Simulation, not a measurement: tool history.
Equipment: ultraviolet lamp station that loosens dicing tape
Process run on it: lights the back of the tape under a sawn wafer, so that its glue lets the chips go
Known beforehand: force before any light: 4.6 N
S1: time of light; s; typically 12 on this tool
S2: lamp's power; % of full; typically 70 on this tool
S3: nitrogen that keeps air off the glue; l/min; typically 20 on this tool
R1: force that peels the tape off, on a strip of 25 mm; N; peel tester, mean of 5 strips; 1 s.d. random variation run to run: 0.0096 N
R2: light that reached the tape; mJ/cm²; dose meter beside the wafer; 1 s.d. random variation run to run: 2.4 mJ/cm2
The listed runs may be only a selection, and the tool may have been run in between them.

Run 1, day 0: usual settings. Result: R1 0.54 N, R2 235 mJ/cm².
Run 2, day 0.962: usual settings. Result: R1 0.548 N, R2 235 mJ/cm².
Run 3, day 1.567: usual settings but S2 69 % of full. Result: R1 0.574 N, R2 224 mJ/cm².
Run 4, day 2.462: usual settings but S2 69 % of full. Result: R1 0.58 N, R2 222 mJ/cm².
Run 5, day 3.225: usual settings but S2 69 % of full. Result: R1 0.578 N, R2 217 mJ/cm².
Run 6, day 3.892: usual settings but S2 69 % of full, S3 9 l/min. Result: R1 0.938 N, R2 213 mJ/cm².
Run 7, day 4.767: usual settings but S2 69 % of full, S3 9 l/min. Result: R1 1.001 N, R2 214 mJ/cm².
Run 8, day 5.738: usual settings but S2 69 % of full, S3 9 l/min. Result: R1 0.993 N, R2 208 mJ/cm².
Run 9, day 6.529: usual settings. Result: R1 0.629 N, R2 204 mJ/cm².
Run 10, day 7.492: usual settings. Result: R1 0.649 N, R2 200 mJ/cm².
Run 11, day 8.279: usual settings. Result: R1 0.702 N, R2 201 mJ/cm².
Run 12, day 9.012: usual settings. Result: R1 0.688 N, R2 197 mJ/cm².
At day 9.171: window cleaned of glue's vapour.
Run 13, day 9.571: usual settings but S2 76 % of full. Result: R1 0.442 N, R2 263 mJ/cm².
Run 14, day 10: usual settings but S2 76 % of full. Result: R1 0.456 N, R2 257 mJ/cm².
Run 15, day 10.762: usual settings. Result: R1 0.522 N, R2 234 mJ/cm².
Run 16, day 11.379: usual settings. Result: R1 0.543 N, R2 235 mJ/cm².
Run 17, day 12.3: usual settings but S1 8 s. Result: R1 1.057 N, R2 153 mJ/cm².
Run 18, day 12.938: usual settings but S1 8 s. Result: R1 1.023 N, R2 150 mJ/cm².
Run 19, day 13.775: usual settings but S1 8 s. Result: R1 1.067 N, R2 147 mJ/cm².
Run 20, day 14.4: usual settings but S1 8 s. Result: R1 1.089 N, R2 147 mJ/cm².
Run 21, day 14.983: usual settings but S1 8 s. Result: R1 1.082 N, R2 144 mJ/cm².
Run 22, day 15.454: usual settings but S1 8 s. Result: R1 1.073 N, R2 145 mJ/cm².
Run 23, day 16.429: usual settings but S1 21 s, S2 92 % of full, S3 11 l/min. Result: R1 0.244 N, R2 500 mJ/cm².
Run 24, day 17.404: usual settings but S1 21 s, S2 92 % of full, S3 11 l/min. Result: R1 0.25 N, R2 483 mJ/cm².
Run 25, day 18.308: usual settings but S1 21 s, S2 92 % of full, S3 11 l/min. Result: R1 0.244 N, R2 478 mJ/cm².
Run 26, day 19.017: usual settings but S1 13 s, S2 73 % of full, S3 39 l/min. Result: R1 0.39 N, R2 232 mJ/cm².
Run 27, day 19.688: usual settings but S1 16 s, S2 85 % of full, S3 34 l/min. Result: R1 0.246 N, R2 323 mJ/cm².
Run 28, day 20.129: usual settings but S1 11 s, S2 72 % of full, S3 10 l/min. Result: R1 1.086 N, R2 189 mJ/cm².
Run 29, day 20.779: usual settings but S1 8 s, S2 87 % of full. Result: R1 0.912 N, R2 163 mJ/cm².
Run 30, day 21.604: usual settings but S1 6 s, S2 68 % of full, S3 13 l/min. Result: R1 1.969 N, R2 91 mJ/cm².
Run 31, day 22.433: usual settings but S1 7 s, S2 74 % of full. Result: R1 1.344 N, R2 116 mJ/cm².

Forecast run 32:
Run 32, day 23.004: usual settings but S2 64 % of full. Result: R1 ?, R2 ?.

{"run 32": {"R1": 0.839, "R2": 175}}
Without the tool's hidden state the same run would have given R1 0.473 N, R2 249 mJ/cm².

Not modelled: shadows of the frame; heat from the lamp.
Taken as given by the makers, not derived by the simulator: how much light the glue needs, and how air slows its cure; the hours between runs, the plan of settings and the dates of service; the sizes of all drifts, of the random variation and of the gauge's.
